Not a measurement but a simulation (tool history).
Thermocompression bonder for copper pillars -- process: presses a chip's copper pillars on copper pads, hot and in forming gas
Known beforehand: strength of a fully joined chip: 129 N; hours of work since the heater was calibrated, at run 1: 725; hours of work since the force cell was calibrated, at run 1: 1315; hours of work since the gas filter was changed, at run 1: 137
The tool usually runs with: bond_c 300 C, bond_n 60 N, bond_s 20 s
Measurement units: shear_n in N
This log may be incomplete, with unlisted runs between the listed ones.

run     day  bond_c  bond_n  bond_s  hours of work since the heater was calibrated  hours of work since the force cell was calibrated  hours of work since the gas filter was changed  shear_n
  1   0.000     300      60      20                                            725                                               1315                                             137     58.9
  2   2.017     300      60      20                                            756                                               1346                                             168     59.6
  3   4.058     300      60      20                                            787                                               1377                                             199     59.4
  4   7.100     300      60      53                                            834                                               1424                                             246     80.5
  5   9.154     300      60      53                                            865                                               1455                                             278     80.4
  6  10.808     300      60      53                                            890                                               1481                                             303     81.5
  7  13.779     300      59      20                                            936                                               1526                                             348     57.4
  8  15.258     300      60      12                                            959                                               1549                                             371     48.7
  9  16.583     317      60      49                                            979                                               1569                                             391     88.8
 10  19.325     299      65      20                                           1021                                               1611                                             433     60.4
 11  22.004     300      82      14                                           1062                                               1652                                             474     61.8
     22.879  -- forming gas filter changed
 12  24.042     300      82      14                                           1093                                               1683                                              18     67.2
 13  25.612     300      66      46                                           1117                                               1707                                              42     85.0
 14  27.492     300      46      20                                           1146                                               1736                                              71     52.5
 15  29.242     319      58      30                                           1173                                               1763                                              97     82.4
     31.417  -- heater calibrated with a thermocouple chip
 16  31.571     296      58      43                                              2                                               1797                                             132     67.5

Predict each of these 3 candidate next runs independently; none follows another, all start after run 16:
     32.788  -- force cell calibrated
  A  33.200     296      64      14                                             26                                                  6                                             156        ?
     32.788  -- force cell calibrated
  B  33.200     296      38      25                                             26                                                  6                                             156        ?
     32.788  -- force cell calibrated
  C  33.200     324      58      20                                             26                                                  6                                             156        ?

run  shear_n
  A     47.7
  B     40.6
  C     67.4
Stripped of hidden state, with their random variation kept, the same runs would have yielded:
run  shear_n
  A     48.5
  B     41.2
  C     68.6

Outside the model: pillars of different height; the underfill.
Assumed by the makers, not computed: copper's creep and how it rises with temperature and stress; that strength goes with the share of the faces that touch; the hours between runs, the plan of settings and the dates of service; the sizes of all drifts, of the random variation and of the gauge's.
